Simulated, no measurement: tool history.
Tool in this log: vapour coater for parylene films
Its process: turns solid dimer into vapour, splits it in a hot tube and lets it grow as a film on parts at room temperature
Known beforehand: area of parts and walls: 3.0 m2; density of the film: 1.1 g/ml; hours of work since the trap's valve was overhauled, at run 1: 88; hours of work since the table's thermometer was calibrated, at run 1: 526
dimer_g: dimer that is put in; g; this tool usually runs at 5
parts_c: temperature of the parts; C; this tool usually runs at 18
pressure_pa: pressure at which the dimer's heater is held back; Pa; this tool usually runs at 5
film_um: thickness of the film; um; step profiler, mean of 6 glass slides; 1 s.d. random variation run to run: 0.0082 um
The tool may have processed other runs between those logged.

run,day,dimer_g,parts_c,pressure_pa,hours of work since the trap's valve was overhauled,hours of work since the table's thermometer was calibrated,film_um
1,0,5,18,5,88,526,1.005
2,0.779,5,18,5,101,540,0.994
3,1.2,5,18,5,108,547,0.982
4,2.067,5,18,5,123,562,0.996
5,2.496,5,18,5,131,569,0.996
6,3.358,7,27,2.15,146,584,1.094
# day 3.575: trap's valve overhauled
7,4.088,2,27,2.15,9,594,0.317
8,4.546,2,27,2.15,17,602,0.31
9,5.104,2,27,2.15,27,612,0.319
10,5.983,4,13,8.41,42,627,0.88

Forecast each of these 4 alternatives for the next run:
A,6.846,3,13,8.41,57,642,?
B,6.846,5,13,9.71,57,642,?
C,6.846,9,13,8.41,57,642,?
D,6.846,4,13,11.73,57,642,?

run,film_um
A,0.656
B,1.097
C,1.995
D,0.87
With the hidden condition removed and each run's random variation left untouched, the same runs would have given:
run,film_um
A,0.686
B,1.145
C,2.083
D,0.909

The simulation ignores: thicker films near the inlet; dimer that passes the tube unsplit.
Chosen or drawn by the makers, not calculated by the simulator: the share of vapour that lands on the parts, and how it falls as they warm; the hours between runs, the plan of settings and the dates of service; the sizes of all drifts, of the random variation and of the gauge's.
